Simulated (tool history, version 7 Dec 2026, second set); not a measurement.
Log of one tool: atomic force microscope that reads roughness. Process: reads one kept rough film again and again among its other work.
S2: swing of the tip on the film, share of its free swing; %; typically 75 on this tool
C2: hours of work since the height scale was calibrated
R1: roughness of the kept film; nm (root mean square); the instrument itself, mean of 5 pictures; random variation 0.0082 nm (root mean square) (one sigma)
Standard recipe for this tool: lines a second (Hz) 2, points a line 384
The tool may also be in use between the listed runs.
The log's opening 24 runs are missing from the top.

run 25 day=6.496 | lines_a_second_(Hz)=2 S2=82 points_a_line=542 | pictures_with_this_tip=79 C2=14 | R1=1.567
-- day=6.746 new tip fitted
run 26 day=6.792 | lines_a_second_(Hz)=2 S2=82 points_a_line=542 | pictures_with_this_tip=2 C2=18 | R1=1.716
run 27 day=6.967 | lines_a_second_(Hz)=2 S2=82 points_a_line=672 | pictures_with_this_tip=8 C2=21 | R1=1.688
run 28 day=7.146 | lines_a_second_(Hz)=0.62 S2=56 points_a_line=384 | pictures_with_this_tip=15 C2=24 | R1=2.006
run 29 day=7.492 | lines_a_second_(Hz)=1.37 S2=75 points_a_line=313 | pictures_with_this_tip=28 C2=30 | R1=1.816
run 30 day=7.654 | lines_a_second_(Hz)=1.19 S2=75 points_a_line=456 | pictures_with_this_tip=35 C2=32 | R1=1.825
-- day=7.838 height scale calibrated on a step standard, once more
run 31 day=7.888 | lines_a_second_(Hz)=1.19 S2=75 points_a_line=456 | pictures_with_this_tip=42 C2=1 | R1=1.789
run 32 day=8.146 | lines_a_second_(Hz)=1.19 S2=75 points_a_line=456 | pictures_with_this_tip=51 C2=5 | R1=1.783
run 33 day=8.442 | lines_a_second_(Hz)=0.96 S2=90 points_a_line=758 | pictures_with_this_tip=63 C2=10 | R1=1.666
run 34 day=8.688 | lines_a_second_(Hz)=0.6 S2=63 points_a_line=562 | pictures_with_this_tip=72 C2=14 | R1=1.834
run 35 day=8.979 | lines_a_second_(Hz)=0.6 S2=63 points_a_line=562 | pictures_with_this_tip=83 C2=19 | R1=1.825
-- day=9.133 new tip fitted
run 36 day=9.325 | lines_a_second_(Hz)=0.6 S2=55 points_a_line=931 | pictures_with_this_tip=7 C2=24 | R1=2.01
run 37 day=9.708 | lines_a_second_(Hz)=0.6 S2=55 points_a_line=931 | pictures_with_this_tip=22 C2=30 | R1=1.987
run 38 day=10.004 | lines_a_second_(Hz)=0.83 S2=75 points_a_line=384 | pictures_with_this_tip=33 C2=35 | R1=1.853
run 39 day=10.333 | lines_a_second_(Hz)=2 S2=59 points_a_line=581 | pictures_with_this_tip=45 C2=40 | R1=1.843
run 40 day=10.612 | lines_a_second_(Hz)=2 S2=59 points_a_line=581 | pictures_with_this_tip=56 C2=45 | R1=1.815
run 41 day=10.862 | lines_a_second_(Hz)=1.57 S2=73 points_a_line=581 | pictures_with_this_tip=65 C2=49 | R1=1.726
run 42 day=11.079 | lines_a_second_(Hz)=1.43 S2=59 points_a_line=735 | pictures_with_this_tip=74 C2=52 | R1=1.796
run 43 day=11.358 | lines_a_second_(Hz)=1.43 S2=59 points_a_line=735 | pictures_with_this_tip=84 C2=57 | R1=1.785
-- day=11.496 new tip fitted
run 44 day=11.771 | lines_a_second_(Hz)=2.31 S2=59 points_a_line=358 | pictures_with_this_tip=11 C2=63 | R1=1.901
run 45 day=12.167 | lines_a_second_(Hz)=2.31 S2=59 points_a_line=358 | pictures_with_this_tip=26 C2=70 | R1=1.853

Forecast each of these 4 alternatives for the next run:
run A day=12.546 | lines_a_second_(Hz)=2.31 S2=57 points_a_line=358 | pictures_with_this_tip=40 C2=76 | R1=?
run B day=12.546 | lines_a_second_(Hz)=2.59 S2=59 points_a_line=342 | pictures_with_this_tip=40 C2=76 | R1=?
run C day=12.546 | lines_a_second_(Hz)=0.71 S2=56 points_a_line=358 | pictures_with_this_tip=40 C2=76 | R1=?
run D day=12.546 | lines_a_second_(Hz)=1.88 S2=75 points_a_line=384 | pictures_with_this_tip=40 C2=76 | R1=?

run=A R1=1.841
run=B R1=1.816
run=C R1=1.923
run=D R1=1.709
Stripped of hidden state, with their random variation kept, the same runs would have yielded:
run=A R1=1.934
run=B R1=1.908
run=C R1=2.02
run=D R1=1.795

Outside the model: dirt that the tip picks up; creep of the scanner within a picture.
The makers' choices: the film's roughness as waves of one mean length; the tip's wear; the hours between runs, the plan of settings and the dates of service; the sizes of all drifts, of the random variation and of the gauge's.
